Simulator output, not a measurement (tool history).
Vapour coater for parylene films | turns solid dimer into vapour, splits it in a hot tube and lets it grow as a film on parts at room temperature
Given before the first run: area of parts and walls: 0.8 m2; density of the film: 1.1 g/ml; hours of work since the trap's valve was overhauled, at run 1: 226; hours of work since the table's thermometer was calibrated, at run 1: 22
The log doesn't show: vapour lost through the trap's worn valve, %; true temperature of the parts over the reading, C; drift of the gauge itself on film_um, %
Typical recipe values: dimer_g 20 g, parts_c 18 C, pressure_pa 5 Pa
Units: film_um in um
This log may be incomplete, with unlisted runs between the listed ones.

| run | hour | dimer_g | parts_c | pressure_pa | hours of work since the trap's valve was overhauled | hours of work since the table's thermometer was calibrated | film_um |
|---|---|---|---|---|---|---|---|
| 1 | 0 | 20 | 18 | 5 | 226 | 22 | 12.12 |
| 2 | 28.3 | 20 | 18 | 5 | 239 | 36 | 12.07 |
| 3 | 50.4 | 20 | 18 | 5 | 250 | 47 | 12.18 |
| 4 | 84.4 | 20 | 13 | 5 | 267 | 64 | 14.5 |
| 5 | 100.8 | 20 | 13 | 5 | 275 | 72 | 14.5 |
| 6 | 127.5 | 20 | 13 | 5 | 288 | 85 | 14.5 |
| 7 | 142.9 | 20 | 13 | 5 | 296 | 92 | 14.48 |
| 8 | 174.8 | 20 | 13 | 5 | 311 | 108 | 14.42 |
| 9 | 200.1 | 20 | 14 | 5 | 324 | 121 | 13.96 |
| 10 | 228.2 | 20 | 14 | 5 | 338 | 134 | 13.87 |
| 11 | 244.3 | 20 | 11 | 5 | 346 | 142 | 15.44 |
| 12 | 259.7 | 21 | 18 | 5 | 353 | 150 | 12.58 |
| 13 | 287.8 | 20 | 11 | 5 | 367 | 164 | 15.44 |
| 14 | 304.2 | 20 | 11 | 5 | 375 | 172 | 15.42 |
| 15 | 329 | 20 | 18 | 3.5 | 387 | 184 | 12.71 |
| 16 | 365.2 | 20 | 18 | 3.5 | 405 | 202 | 12.69 |
| 17 | 387.6 | 20 | 18 | 3.5 | 416 | 213 | 12.64 |
| 18 | 407.9 | 20 | 18 | 3.5 | 426 | 223 | 12.66 |
| 19 | 439.2 | 10 | 18 | 5 | 441 | 238 | 5.96 |
| 20 | 466.6 | 10 | 18 | 5 | 455 | 251 | 5.92 |
| 21 | 487.2 | 10 | 18 | 5 | 465 | 261 | 5.93 |
|  | 491.6 | table's thermometer calibrated |
| 22 | 512.3 | 10 | 18 | 5 | 477 | 10 | 5.94 |
|  | 528.7 | trap's valve overhauled |
| 23 | 537.2 | 20 | 18 | 5 | 4 | 20 | 12.56 |
| 24 | 558 | 20 | 18 | 9.62 | 14 | 31 | 11.29 |
| 25 | 581.5 | 9 | 25 | 4.06 | 26 | 42 | 4.53 |
| 26 | 614.8 | 9 | 12 | 4.31 | 42 | 59 | 7.2 |
| 27 | 635.7 | 9 | 12 | 4.31 | 52 | 69 | 7.17 |
|  | 650.8 | table's thermometer calibrated, once more |
| 28 | 656.8 | 18 | 18 | 5 | 62 | 3 | 11.1 |
| 29 | 673.1 | 23 | 11 | 2.91 | 70 | 11 | 20.04 |
| 30 | 704.7 | 29 | 18 | 2.44 | 86 | 26 | 20.17 |
| 31 | 737.3 | 17 | 18 | 5.51 | 102 | 42 | 10.29 |
| 32 | 761.1 | 20 | 14 | 5 | 114 | 54 | 14.23 |
| 33 | 783.5 | 9 | 15 | 5 | 125 | 65 | 6.17 |
| 34 | 813.7 | 9 | 18 | 5 | 139 | 80 | 5.51 |
| 35 | 834.1 | 31 | 30 | 5 | 149 | 90 | 12.27 |
| 36 | 854.8 | 31 | 30 | 5 | 160 | 100 | 12.28 |
| 37 | 876.4 | 17 | 15 | 11.56 | 170 | 111 | 10.05 |
| 38 | 900.8 | 24 | 20 | 11.56 | 182 | 123 | 11.86 |
| 39 | 928.6 | 19 | 25 | 3.15 | 196 | 136 | 9.7 |
| 40 | 945.2 | 22 | 25 | 3.74 | 204 | 145 | 10.87 |
| 41 | 974.1 | 10 | 15 | 10.07 | 218 | 159 | 6.02 |
| 42 | 999.7 | 26 | 16 | 8.23 | 231 | 171 | 15.7 |
| 43 | 1027.5 | 9 | 13 | 7.85 | 244 | 185 | 6.08 |
| 44 | 1046.3 | 20 | 17 | 5 | 254 | 194 | 12.59 |
| 45 | 1073.4 | 20 | 17 | 5 | 267 | 207 | 12.58 |
| 46 | 1105.2 | 20 | 17 | 5 | 283 | 223 | 12.55 |

Pick out some run-to-run changes in film_um. Of each, how much would a tool without hidden state show as well, from the settings, what came in and chance, and how much is left for the hidden state and any gauge scatter not in both results compared?
Run 18 -> 19: dimer_g 20 -> 10, pressure_pa 3.5 -> 5. film_um -6.7 um: hidden state +0.3, all else -7.
Run 22 -> 23: dimer_g 10 -> 20, trap's valve overhauled. film_um +6.62 um: hidden state +0.43, all else +6.19.
Run 30 -> 31: dimer_g 29 -> 17, pressure_pa 2.44 -> 5.51. film_um -9.88 um: hidden state +0.07, all else -9.95.
Run 41 -> 42: dimer_g 10 -> 26, parts_c 15 -> 16, pressure_pa 10.07 -> 8.23. film_um +9.68 um: hidden state -0.23, all else +9.91.
Run 42 -> 43: dimer_g 26 -> 9, parts_c 16 -> 13, pressure_pa 8.23 -> 7.85. film_um -9.62 um: hidden state +0.22, all else -9.84.
